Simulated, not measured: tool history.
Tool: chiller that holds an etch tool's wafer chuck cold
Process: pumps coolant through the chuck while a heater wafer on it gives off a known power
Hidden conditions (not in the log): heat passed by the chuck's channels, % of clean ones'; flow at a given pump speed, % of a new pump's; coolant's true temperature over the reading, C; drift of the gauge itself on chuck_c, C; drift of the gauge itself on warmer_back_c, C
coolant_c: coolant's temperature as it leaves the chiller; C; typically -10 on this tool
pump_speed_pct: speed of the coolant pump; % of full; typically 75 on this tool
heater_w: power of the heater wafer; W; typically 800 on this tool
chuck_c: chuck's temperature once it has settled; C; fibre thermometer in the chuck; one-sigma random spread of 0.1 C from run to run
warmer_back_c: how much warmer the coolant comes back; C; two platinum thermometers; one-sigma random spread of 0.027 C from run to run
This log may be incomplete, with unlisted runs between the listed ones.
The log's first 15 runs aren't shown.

| run | hour | coolant_c | pump_speed_pct | heater_w | hours since the coolant was changed and the channels were flushed | hours since the pump was overhauled | hours since the chiller's thermometer was calibrated | chuck_c | warmer_back_c |
|---|---|---|---|---|---|---|---|---|---|
| 16 | 1407.2 | -8 | 75 | 800 | 2877 | 1852 | 647 | 0.9 | 2.61 |
| 17 | 1492.3 | -8 | 75 | 800 | 2962 | 1937 | 733 | 1.2 | 2.54 |
| 18 | 1547.9 | -7 | 72 | 581 | 3017 | 1992 | 788 | -0.1 | 1.94 |
| 19 | 1637.3 | -19 | 72 | 581 | 3107 | 2082 | 877 | -12.3 | 1.96 |
| 20 | 1689.3 | -19 | 72 | 581 | 3159 | 2134 | 929 | -12.2 | 1.98 |
| 21 | 1764.7 | -5 | 70 | 864 | 3234 | 2209 | 1005 | 5.3 | 2.92 |
| 22 | 1845.5 | -14 | 85 | 493 | 3315 | 2290 | 1086 | -9.0 | 1.37 |
| 23 | 1941.4 | -10 | 82 | 800 | 3411 | 2386 | 1182 | -1.7 | 2.37 |
| 24 | 2063.3 | -12 | 73 | 997 | 3533 | 2508 | 1303 | -0.7 | 3.28 |
| 25 | 2149.0 | -15 | 66 | 997 | 3618 | 2593 | 1389 | -2.4 | 3.59 |
| 26 | 2246.3 | -9 | 87 | 561 | 3716 | 2691 | 1486 | -3.5 | 1.56 |
| 27 | 2344.8 | -9 | 79 | 735 | 3814 | 2789 | 1585 | -1.1 | 2.20 |
| 28 | 2459.9 | -10 | 71 | 741 | 3929 | 2904 | 1700 | -1.2 | 2.56 |
| 29 | 2587.3 | -10 | 71 | 741 | 4057 | 3032 | 1827 | -1.3 | 2.50 |
| 30 | 2657.8 | -10 | 71 | 741 | 4127 | 3102 | 1898 | -1.3 | 2.51 |
| 31 | 2713.4 | -10 | 71 | 741 | 4183 | 3158 | 1954 | -1.2 | 2.50 |
| 32 | 2786.5 | -10 | 71 | 436 | 4256 | 3231 | 2027 | -4.8 | 1.50 |
| 33 | 2849.7 | -10 | 71 | 436 | 4319 | 3294 | 2090 | -4.7 | 1.47 |

Below are 3 alternative next runs, each starting from the tool's condition after run 33. Predict each:
| A | 2968.9 | -10 | 67 | 800 | 4438 | 3413 | 2209 | ? | ? |
| B | 2968.9 | -19 | 71 | 469 | 4438 | 3413 | 2209 | ? | ? |
| C | 2968.9 | -6 | 96 | 811 | 4438 | 3413 | 2209 | ? | ? |

| run | chuck_c | warmer_back_c |
|---|---|---|
| A | -0.1 | 2.88 |
| B | -13.5 | 1.59 |
| C | 1.3 | 2.05 |
Had the tool no hidden state, the same runs would have come out as:
| run | chuck_c | warmer_back_c |
|---|---|---|
| A | -0.1 | 2.88 |
| B | -13.5 | 1.59 |
| C | 1.3 | 2.04 |
